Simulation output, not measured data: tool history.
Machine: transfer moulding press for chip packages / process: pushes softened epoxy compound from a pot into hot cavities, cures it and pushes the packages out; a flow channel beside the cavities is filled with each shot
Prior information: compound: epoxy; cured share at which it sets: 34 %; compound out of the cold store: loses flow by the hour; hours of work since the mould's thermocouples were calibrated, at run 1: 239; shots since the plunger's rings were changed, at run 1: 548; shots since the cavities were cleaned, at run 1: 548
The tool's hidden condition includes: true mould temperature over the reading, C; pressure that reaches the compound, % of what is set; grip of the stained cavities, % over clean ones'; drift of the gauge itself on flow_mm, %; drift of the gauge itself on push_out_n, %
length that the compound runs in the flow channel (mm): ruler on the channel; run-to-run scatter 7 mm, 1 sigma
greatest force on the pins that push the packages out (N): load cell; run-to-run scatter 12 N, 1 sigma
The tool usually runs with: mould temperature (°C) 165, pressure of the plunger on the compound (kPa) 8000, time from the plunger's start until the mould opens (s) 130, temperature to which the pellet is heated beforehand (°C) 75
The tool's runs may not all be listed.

run	hour	mould temperature (°C)	pressure of the plunger on the compound (kPa)	time from the plunger's start until the mould opens (s)	temperature to which the pellet is heated beforehand (°C)	hours of work since the mould's thermocouples were calibrated	shots since the plunger's rings were changed	shots since the cavities were cleaned	incoming compound's hours out of the cold store	length that the compound runs in the flow channel (mm)	greatest force on the pins that push the packages out (N)
1	0	165	8000	130	75	239	548	548	18.4	818	769
2	15.2	165	8000	130	75	248	672	672	29.1	792	776
3	33.9	165	8000	130	75	259	824	824	35.3	789	776
# hour 50.1: cavities cleaned with cleaning compound and waxed
4	65.1	165	8000	130	75	276	1066	122	36.4	769	611
5	82	158	8000	130	75	286	1203	259	36.9	784	983
6	102.6	165	8000	130	75	298	1371	427	9.7	838	745
7	128.5	165	8000	130	75	313	1581	637	33.3	754	781
8	149.1	165	8000	130	75	325	1749	805	36.4	769	780
# hour 167.6: cavities cleaned with cleaning compound and waxed
9	175.8	168	8250	120	84	340	1954	67	21.6	795	572
10	189.5	165	8000	126	71	348	2065	178	45.1	740	667
11	217.1	165	8000	126	71	364	2290	403	37.6	752	737
12	246	165	8000	126	71	381	2525	638	33.5	762	808
13	272.3	165	8000	170	71	396	2739	852	38.8	738	696
# hour 284.6: cavities cleaned with cleaning compound and waxed
14	297.3	165	8000	170	71	410	2930	103	47.9	718	520
15	323.8	165	8000	170	71	425	3145	318	24.9	773	605
16	340.6	165	8000	170	71	435	3282	455	42.3	720	618

Here are 3 independent what-if runs from the current tool condition. What would each one return?
A	369	164	8000	136	73	451	3513	686	45.2	?	?
B	369	160	7370	121	71	451	3513	686	46.9	?	?
C	369	160	8000	165	71	451	3513	686	26.6	?	?

run	length that the compound runs in the flow channel (mm)	greatest force on the pins that push the packages out (N)
A	727	749
B	704	1122
C	770	744
What these runs would have given with no unlogged condition in the tool:
run	length that the compound runs in the flow channel (mm)	greatest force on the pins that push the packages out (N)
A	771	527
B	746	816
C	817	520

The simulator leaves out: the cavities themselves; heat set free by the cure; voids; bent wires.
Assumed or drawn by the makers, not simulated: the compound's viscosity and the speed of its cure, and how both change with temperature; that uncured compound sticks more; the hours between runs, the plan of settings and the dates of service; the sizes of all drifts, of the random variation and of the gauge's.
